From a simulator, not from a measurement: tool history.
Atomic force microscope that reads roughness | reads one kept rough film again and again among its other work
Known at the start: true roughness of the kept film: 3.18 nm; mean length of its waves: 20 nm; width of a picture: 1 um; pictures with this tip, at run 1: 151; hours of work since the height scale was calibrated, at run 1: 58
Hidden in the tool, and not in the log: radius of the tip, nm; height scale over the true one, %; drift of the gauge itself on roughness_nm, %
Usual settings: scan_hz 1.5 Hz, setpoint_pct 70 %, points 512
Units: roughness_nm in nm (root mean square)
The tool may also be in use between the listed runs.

| run | hour | scan_hz | setpoint_pct | points | pictures with this tip | hours of work since the height scale was calibrated | roughness_nm |
|---|---|---|---|---|---|---|---|
| 1 | 0 | 1.5 | 70 | 512 | 151 | 58 | 2.178 |
| 2 | 6.4 | 1.5 | 70 | 299 | 164 | 62 | 2.115 |
| 3 | 18.4 | 1.5 | 70 | 512 | 187 | 69 | 2.108 |
| 4 | 23.7 | 1.5 | 70 | 430 | 198 | 72 | 2.063 |
| 5 | 35.9 | 1.5 | 70 | 430 | 222 | 80 | 2.025 |
| 6 | 45.8 | 0.54 | 70 | 512 | 241 | 86 | 2.103 |
| 7 | 55.9 | 0.54 | 70 | 512 | 261 | 92 | 2.077 |
| 8 | 62.2 | 1.5 | 70 | 512 | 274 | 95 | 1.954 |
| 9 | 69 | 1.5 | 60 | 512 | 287 | 100 | 1.992 |
| 10 | 74.9 | 1.5 | 70 | 459 | 299 | 103 | 1.883 |
| 11 | 80.8 | 1.5 | 70 | 459 | 310 | 107 | 1.882 |
|  | 82.1 | new tip fitted |
| 12 | 88.1 | 1.31 | 70 | 512 | 12 | 111 | 2.509 |
| 13 | 100.4 | 1.31 | 70 | 279 | 36 | 118 | 2.37 |
| 14 | 111.2 | 1.5 | 70 | 512 | 57 | 125 | 2.359 |
| 15 | 119.4 | 1.5 | 70 | 512 | 73 | 130 | 2.323 |
| 16 | 126.1 | 1.5 | 70 | 512 | 86 | 134 | 2.277 |
| 17 | 137.4 | 0.69 | 70 | 512 | 109 | 140 | 2.319 |
| 18 | 143.7 | 1.5 | 82 | 512 | 121 | 144 | 2.054 |
| 19 | 149.5 | 1.5 | 82 | 512 | 132 | 148 | 2.032 |
| 20 | 160.7 | 1.5 | 82 | 512 | 155 | 154 | 1.99 |
| 21 | 166.8 | 1.5 | 82 | 512 | 167 | 158 | 1.951 |
| 22 | 176.7 | 3.81 | 60 | 795 | 186 | 164 | 2.023 |
| 23 | 188 | 0.94 | 81 | 379 | 208 | 171 | 1.976 |
| 24 | 197.1 | 3.15 | 81 | 975 | 226 | 176 | 1.657 |
| 25 | 206.5 | 3.15 | 81 | 975 | 245 | 182 | 1.625 |
| 26 | 217.6 | 2.39 | 66 | 944 | 267 | 189 | 1.894 |
| 27 | 227.1 | 1.5 | 70 | 664 | 285 | 194 | 1.887 |
| 28 | 237.3 | 2.47 | 90 | 441 | 305 | 200 | 1.466 |
|  | 241.6 | new tip fitted |
| 29 | 248.8 | 2.62 | 56 | 279 | 14 | 207 | 2.473 |
| 30 | 254.2 | 3.9 | 56 | 273 | 25 | 210 | 2.369 |
| 31 | 263.3 | 2.29 | 70 | 422 | 43 | 216 | 2.279 |
| 32 | 274 | 3.34 | 66 | 262 | 64 | 222 | 2.158 |
| 33 | 281.3 | 3.34 | 66 | 262 | 78 | 227 | 2.126 |
| 34 | 292.7 | 2.34 | 66 | 271 | 100 | 233 | 2.144 |
| 35 | 300.2 | 1.34 | 58 | 499 | 115 | 238 | 2.316 |
| 36 | 305.9 | 2.27 | 62 | 499 | 126 | 241 | 2.205 |
| 37 | 314.4 | 1.5 | 70 | 490 | 143 | 246 | 2.152 |
| 38 | 323.6 | 1.5 | 83 | 832 | 161 | 252 | 1.982 |
| 39 | 330.3 | 1.5 | 83 | 832 | 175 | 256 | 1.933 |
| 40 | 339.2 | 1.79 | 73 | 822 | 192 | 261 | 2.007 |
| 41 | 347.7 | 1.79 | 77 | 822 | 209 | 266 | 1.924 |

The same runs without the tool's hidden state, with the same run-to-run variation:
| run | roughness_nm |
|---|---|
| 1 | 2.52 |
| 2 | 2.478 |
| 3 | 2.523 |
| 4 | 2.496 |
| 5 | 2.508 |
| 6 | 2.648 |
| 7 | 2.658 |
| 8 | 2.535 |
| 9 | 2.614 |
| 10 | 2.498 |
| 11 | 2.515 |
| 12 | 2.563 |
| 13 | 2.488 |
| 14 | 2.531 |
| 15 | 2.535 |
| 16 | 2.52 |
| 17 | 2.63 |
| 18 | 2.357 |
| 19 | 2.359 |
| 20 | 2.366 |
| 21 | 2.348 |
| 22 | 2.478 |
| 23 | 2.473 |
| 24 | 2.103 |
| 25 | 2.1 |
| 26 | 2.493 |
| 27 | 2.523 |
| 28 | 1.995 |
| 29 | 2.521 |
| 30 | 2.445 |
| 31 | 2.401 |
| 32 | 2.325 |
| 33 | 2.322 |
| 34 | 2.399 |
| 35 | 2.632 |
| 36 | 2.536 |
| 37 | 2.519 |
| 38 | 2.364 |
| 39 | 2.339 |
| 40 | 2.471 |
| 41 | 2.402 |
